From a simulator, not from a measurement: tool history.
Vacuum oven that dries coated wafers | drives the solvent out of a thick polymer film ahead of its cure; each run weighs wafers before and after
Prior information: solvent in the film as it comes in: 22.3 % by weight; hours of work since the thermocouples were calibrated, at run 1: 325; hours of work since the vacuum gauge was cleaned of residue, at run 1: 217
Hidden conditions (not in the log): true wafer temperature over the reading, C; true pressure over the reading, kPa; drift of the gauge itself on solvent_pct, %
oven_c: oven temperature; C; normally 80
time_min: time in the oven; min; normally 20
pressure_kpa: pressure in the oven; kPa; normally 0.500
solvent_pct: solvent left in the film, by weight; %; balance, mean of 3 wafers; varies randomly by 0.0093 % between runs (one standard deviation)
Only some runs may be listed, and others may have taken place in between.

run	day	oven_c	time_min	pressure_kpa	hours of work since the thermocouples were calibrated	hours of work since the vacuum gauge was cleaned of residue	solvent_pct
1	0.000	80	20	0.500	325	217	1.763
2	0.792	88	20	0.500	336	228	0.669
3	1.300	88	20	0.500	342	235	0.653
4	1.725	88	20	0.500	348	240	0.684
5	2.521	88	20	0.500	359	251	0.672
6	3.292	88	20	0.500	369	261	0.669
7	3.646	80	30	0.500	374	266	0.790
8	4.158	80	30	0.500	381	273	0.788
9	4.821	80	30	0.500	390	282	0.796
10	5.579	74	30	0.500	400	292	1.603
11	6.225	80	20	0.500	409	301	1.747
12	6.821	80	20	0.500	417	309	1.751
13	7.667	80	20	0.500	428	320	1.744
14	8.371	80	20	0.500	438	330	1.725
15	9.196	80	23	0.500	449	341	1.330
16	9.583	72	20	0.500	454	346	3.853
17	10.308	72	31	0.519	464	356	1.907
18	10.933	72	31	0.519	472	364	1.933
19	11.362	72	31	0.519	478	370	1.923
20	11.800	93	20	0.684	484	376	0.474
21	12.338	66	20	0.391	491	383	5.914
22	13.208	77	17	0.500	503	395	3.150
23	13.912	86	34	0.500	512	404	0.405
24	14.538	80	24	0.500	520	413	1.217
25	15.079	80	12	0.842	528	420	4.330
26	15.925	74	12	0.842	539	431	6.457
27	16.758	84	13	0.460	550	443	2.515
28	17.596	72	13	0.369	562	454	6.343
29	18.300	92	27	0.500	571	463	0.316

How would selected steps in solvent_pct from run to run divide? Give the signed amount a tool lacking its hidden state would still show from settings, what came in and random variation, and the signed amount left for the hidden state, including any gauge scatter that is not in both of the compared results.
Run 20 -> 21: oven_c 93 -> 66, pressure_kpa 0.684 -> 0.391. solvent_pct +5.440 %: hidden state -0.197, all else +5.637.
Run 28 -> 29: oven_c 72 -> 92, time_min 13 -> 27, pressure_kpa 0.369 -> 0.500. solvent_pct -6.027 %: hidden state +0.264, all else -6.291.
